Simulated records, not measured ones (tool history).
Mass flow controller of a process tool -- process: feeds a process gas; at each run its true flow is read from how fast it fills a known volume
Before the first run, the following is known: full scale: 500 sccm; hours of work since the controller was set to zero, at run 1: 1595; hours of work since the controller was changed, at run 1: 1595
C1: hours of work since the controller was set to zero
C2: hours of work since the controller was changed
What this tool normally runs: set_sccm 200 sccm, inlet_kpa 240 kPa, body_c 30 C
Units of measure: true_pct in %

{"run": 1, "hour": 0.0, "set_sccm": 200, "inlet_kpa": 240, "body_c": 30, "C1": 1595, "C2": 1595, "true_pct": 99.67}
{"run": 2, "hour": 71.6, "set_sccm": 200, "inlet_kpa": 240, "body_c": 30, "C1": 1627, "C2": 1627, "true_pct": 99.43}
{"run": 3, "hour": 157.5, "set_sccm": 200, "inlet_kpa": 240, "body_c": 30, "C1": 1665, "C2": 1665, "true_pct": 99.57}
{"run": 4, "hour": 232.4, "set_sccm": 200, "inlet_kpa": 240, "body_c": 30, "C1": 1699, "C2": 1699, "true_pct": 99.57}
{"run": 5, "hour": 293.6, "set_sccm": 200, "inlet_kpa": 240, "body_c": 30, "C1": 1726, "C2": 1726, "true_pct": 99.58}
{"run": 6, "hour": 348.7, "set_sccm": 104, "inlet_kpa": 240, "body_c": 30, "C1": 1751, "C2": 1751, "true_pct": 99.73}
{"run": 7, "hour": 396.0, "set_sccm": 104, "inlet_kpa": 240, "body_c": 30, "C1": 1772, "C2": 1772, "true_pct": 99.75}
{"run": 8, "hour": 490.6, "set_sccm": 104, "inlet_kpa": 240, "body_c": 30, "C1": 1814, "C2": 1814, "true_pct": 99.76}
{"run": 9, "hour": 577.9, "set_sccm": 200, "inlet_kpa": 240, "body_c": 30, "C1": 1853, "C2": 1853, "true_pct": 99.64}
{"run": 10, "hour": 617.6, "set_sccm": 200, "inlet_kpa": 240, "body_c": 30, "C1": 1871, "C2": 1871, "true_pct": 99.62}
{"run": 11, "hour": 675.3, "set_sccm": 152, "inlet_kpa": 240, "body_c": 30, "C1": 1897, "C2": 1897, "true_pct": 99.67}
{"run": 12, "hour": 755.9, "set_sccm": 200, "inlet_kpa": 240, "body_c": 31, "C1": 1933, "C2": 1933, "true_pct": 99.58}
{"run": 13, "hour": 846.2, "set_sccm": 200, "inlet_kpa": 271, "body_c": 31, "C1": 1973, "C2": 1973, "true_pct": 99.47}
{"run": 14, "hour": 903.3, "set_sccm": 200, "inlet_kpa": 271, "body_c": 31, "C1": 1999, "C2": 1999, "true_pct": 99.42}
{"hour": 908.8, "done": "controller's zero set anew"}
{"run": 15, "hour": 991.4, "set_sccm": 200, "inlet_kpa": 271, "body_c": 31, "C1": 37, "C2": 2038, "true_pct": 99.78}
{"run": 16, "hour": 1088.6, "set_sccm": 200, "inlet_kpa": 225, "body_c": 30, "C1": 80, "C2": 2081, "true_pct": 100}
{"run": 17, "hour": 1136.8, "set_sccm": 200, "inlet_kpa": 240, "body_c": 30, "C1": 102, "C2": 2103, "true_pct": 99.95}
{"run": 18, "hour": 1220.3, "set_sccm": 294, "inlet_kpa": 240, "body_c": 30, "C1": 139, "C2": 2140, "true_pct": 100.18}
{"run": 19, "hour": 1279.1, "set_sccm": 211, "inlet_kpa": 277, "body_c": 36, "C1": 165, "C2": 2166, "true_pct": 99.6}
{"run": 20, "hour": 1324.2, "set_sccm": 211, "inlet_kpa": 277, "body_c": 26, "C1": 186, "C2": 2187, "true_pct": 99.89}
{"run": 21, "hour": 1371.2, "set_sccm": 192, "inlet_kpa": 258, "body_c": 26, "C1": 207, "C2": 2208, "true_pct": 100.02}
{"hour": 1398.5, "done": "controller's zero set anew, once more"}
{"run": 22, "hour": 1433.2, "set_sccm": 266, "inlet_kpa": 240, "body_c": 30, "C1": 16, "C2": 2235, "true_pct": 99.6}
{"run": 23, "hour": 1479.9, "set_sccm": 169, "inlet_kpa": 158, "body_c": 34, "C1": 36, "C2": 2256, "true_pct": 99.57}
{"run": 24, "hour": 1572.9, "set_sccm": 474, "inlet_kpa": 158, "body_c": 39, "C1": 78, "C2": 2298, "true_pct": 100.38}
{"run": 25, "hour": 1636.1, "set_sccm": 196, "inlet_kpa": 158, "body_c": 22, "C1": 106, "C2": 2326, "true_pct": 100.1}
{"run": 26, "hour": 1687.1, "set_sccm": 144, "inlet_kpa": 189, "body_c": 22, "C1": 129, "C2": 2349, "true_pct": 99.79}
{"run": 27, "hour": 1772.2, "set_sccm": 144, "inlet_kpa": 189, "body_c": 22, "C1": 167, "C2": 2387, "true_pct": 99.74}
{"run": 28, "hour": 1837.9, "set_sccm": 162, "inlet_kpa": 195, "body_c": 37, "C1": 196, "C2": 2416, "true_pct": 99.42}
{"run": 29, "hour": 1915.0, "set_sccm": 162, "inlet_kpa": 195, "body_c": 37, "C1": 231, "C2": 2450, "true_pct": 99.38}
{"run": 30, "hour": 1992.9, "set_sccm": 68, "inlet_kpa": 254, "body_c": 21, "C1": 266, "C2": 2485, "true_pct": 99.38}
{"run": 31, "hour": 2058.6, "set_sccm": 68, "inlet_kpa": 254, "body_c": 21, "C1": 295, "C2": 2515, "true_pct": 99.39}
{"run": 32, "hour": 2148.7, "set_sccm": 91, "inlet_kpa": 240, "body_c": 30, "C1": 335, "C2": 2555, "true_pct": 99.3}
{"run": 33, "hour": 2201.2, "set_sccm": 139, "inlet_kpa": 175, "body_c": 23, "C1": 359, "C2": 2578, "true_pct": 99.89}
{"run": 34, "hour": 2252.5, "set_sccm": 139, "inlet_kpa": 175, "body_c": 23, "C1": 382, "C2": 2601, "true_pct": 99.94}
{"run": 35, "hour": 2299.9, "set_sccm": 108, "inlet_kpa": 249, "body_c": 29, "C1": 403, "C2": 2622, "true_pct": 99.38}

3 ways to go on from here, each from the tool as it stands after run 35. What would each give?
{"run": "A", "hour": 2390.4, "set_sccm": 200, "inlet_kpa": 178, "body_c": 20, "C1": 443, "C2": 2663, "true_pct": "?"}
{"run": "B", "hour": 2390.4, "set_sccm": 200, "inlet_kpa": 170, "body_c": 39, "C1": 443, "C2": 2663, "true_pct": "?"}
{"run": "C", "hour": 2390.4, "set_sccm": 100, "inlet_kpa": 240, "body_c": 26, "C1": 443, "C2": 2663, "true_pct": "?"}

run=A true_pct=100.23
run=B true_pct=99.52
run=C true_pct=99.59
What these runs would have given with no unlogged condition in the tool:
run=A true_pct=99.37
run=B true_pct=98.66
run=C true_pct=98.61
